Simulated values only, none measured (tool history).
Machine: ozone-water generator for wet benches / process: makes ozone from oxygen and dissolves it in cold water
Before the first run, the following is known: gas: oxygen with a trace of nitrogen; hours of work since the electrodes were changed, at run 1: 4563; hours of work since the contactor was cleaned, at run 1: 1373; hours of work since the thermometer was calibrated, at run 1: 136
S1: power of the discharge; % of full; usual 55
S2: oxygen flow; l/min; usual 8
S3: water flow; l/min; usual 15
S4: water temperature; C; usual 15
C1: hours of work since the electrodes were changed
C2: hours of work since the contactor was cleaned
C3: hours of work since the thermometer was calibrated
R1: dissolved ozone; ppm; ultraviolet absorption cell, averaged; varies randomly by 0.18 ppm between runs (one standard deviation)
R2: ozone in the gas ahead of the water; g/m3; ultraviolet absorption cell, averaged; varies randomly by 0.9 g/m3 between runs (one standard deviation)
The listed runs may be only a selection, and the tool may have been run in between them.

run,hour,S1,S2,S3,S4,C1,C2,C3,R1,R2
1,0,55,8,15,15,4563,1373,136,24.5,141.8
2,111.8,55,8,15,15,4670,1480,243,24.3,141.8
3,234.8,55,8,15,15,4789,1599,362,24.2,140.1
4,369.5,55,8,15,15,4918,1728,491,24.3,141
5,530.1,55,8,15,15,5073,1883,646,24.1,139.3
6,645.8,55,8,15,15,5184,1994,757,24.2,138.7
7,787.2,55,8,15,15,5320,2130,893,23.9,139.6
8,952.5,55,8,15,15,5479,2289,1052,23.6,139.5
9,1087.8,55,8,15,15,5609,2419,1182,23.7,138.4
10,1174.5,55,8,15,15,5692,2502,1266,23.7,138.6
11,1331.4,55,8,15,15,5843,2653,1416,23.6,138.6
12,1478.1,55,8,15,15,5984,2794,1558,23.7,136.5
13,1562.4,55,8,15,15,6066,2875,1639,23.4,139.2
14,1667.2,55,8,15,15,6166,2976,1739,23.2,138.9
15,1801.2,55,8,15,15,6295,3105,1868,23.5,136.9
16,1967.6,55,8,17,15,6455,3265,2028,21.3,137.7
17,2042.4,76,13.38,14,12,6527,3337,2100,30.5,136.6
18,2183.2,76,13.38,14,12,6663,3473,2236,30.6,136.9
19,2319.2,41,6.19,23,21,6794,3603,2367,12.3,125.5
20,2453.7,43,13.1,17,21,6923,3733,2496,15.3,94.1
21,2549.6,45,13.1,20,21,7015,3825,2588,14.2,96.2
22,2697.7,45,13.1,20,21,7158,3967,2731,14.4,97.5
23,2817.9,55,4.14,15,9,7273,4083,2846,23.6,178
# hour 2878.4: contactor cleaned
24,2955.1,55,6.98,13,9,7401,74,2974,28.8,142.9
25,3074.2,55,6.98,13,9,7516,188,3089,28.6,143.4
26,3199.5,55,6.98,13,9,7636,309,3209,28.3,142.6
27,3334,55,6.98,13,9,7766,438,3339,28.2,140.5
28,3462.7,61,8,15,15,7889,562,3463,24.7,144.6
29,3573.8,51,8,15,10,7996,669,3569,24,126.9
30,3668.4,64,6.74,12,22,8087,760,3660,25.4,158.7
31,3737.3,64,6.74,12,22,8154,826,3727,25.2,158.6
32,3853.2,64,6.74,10,9,8265,938,3838,36,158.6

Branching from run 32: 3 alternative next runs. What would each branch give?
A,4002.9,62,13.53,10,9,8409,1082,3982,?,?
B,4002.9,54,13.23,10,10,8409,1082,3982,?,?
C,4002.9,64,6.74,10,13,8409,1082,3982,?,?

run,R1,R2
A,32.9,115.2
B,29.7,106.9
C,33.3,156.3
Without the tool's unlogged condition, the same runs would have read:
run,R1,R2
A,38.4,132.6
B,34.2,121.1
C,39,180.4
